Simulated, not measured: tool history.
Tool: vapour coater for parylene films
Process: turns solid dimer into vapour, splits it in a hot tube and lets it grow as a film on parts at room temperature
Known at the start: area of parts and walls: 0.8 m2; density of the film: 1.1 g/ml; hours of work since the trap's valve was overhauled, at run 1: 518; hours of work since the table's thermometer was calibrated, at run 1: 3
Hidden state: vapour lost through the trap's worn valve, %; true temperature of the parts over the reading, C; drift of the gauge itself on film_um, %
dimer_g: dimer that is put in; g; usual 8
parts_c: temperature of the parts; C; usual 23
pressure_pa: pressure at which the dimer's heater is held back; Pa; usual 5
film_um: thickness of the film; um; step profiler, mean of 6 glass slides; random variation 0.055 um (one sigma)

run     day  dimer_g  parts_c  pressure_pa  hours of work since the trap's valve was overhauled  hours of work since the table's thermometer was calibrated  film_um
  1       0        8       23            5                                                  518                                                           3     5.96
  2   0.562        8       23            5                                                  524                                                          10     5.91
  3   1.179        8       23            5                                                  531                                                          17     5.89
  4   1.588       13       23            5                                                  535                                                          21     9.53
  5   2.508       13       23            5                                                  546                                                          31      9.5
  6   2.954       13       23            5                                                  551                                                          36     9.55
  7   3.679       13       23            5                                                  559                                                          44     9.45
  8   4.317       13       23            5                                                  566                                                          52     9.47
  9    4.85       13       23            5                                                  572                                                          57     9.53
 10   5.629        8       23            5                                                  580                                                          66     5.85
 11   6.283        8       23            5                                                  588                                                          73      5.8
 12   7.225        8       23            5                                                  598                                                          84     5.75
 13   7.858        8       23            5                                                  605                                                          91     5.85
 14   8.279        8       23            5                                                  610                                                          96     5.74
 15   8.688        8       23            5                                                  614                                                         100     5.78
 16   9.196        8       23            5                                                  620                                                         106      5.7
 17     9.6        8       23            5                                                  625                                                         110     5.79
 18  10.546        8       23            5                                                  635                                                         121     5.84
 19  11.158        8       23            5                                                  642                                                         128      5.8
 20  11.733        8       23            5                                                  648                                                         134     5.78
 21   12.45        4       23            5                                                  656                                                         142     2.88
     12.733  -- trap's valve overhauled
 22  13.071        3       32            3                                                    4                                                         147     1.79
 23  13.783       10       29         9.79                                                   12                                                         155      5.3
     13.896  -- table's thermometer calibrated
 24  14.521       11       29         9.79                                                   19                                                           7     5.91
 25  15.138       11       19         2.72                                                   26                                                          14    11.58
     15.688  -- table's thermometer calibrated, once more
 26  16.083       13       23            5                                                   36                                                           4    10.33
 27  16.917       13       21            5                                                   46                                                          14    11.17

Run 28 comes next. What will it give?
 28  17.429        8       31            5                                                   51                                                          19        ?

{"run 28": {"film_um": 4.57}}
Without the tool's hidden state the same run would have given film_um 4.6 um.
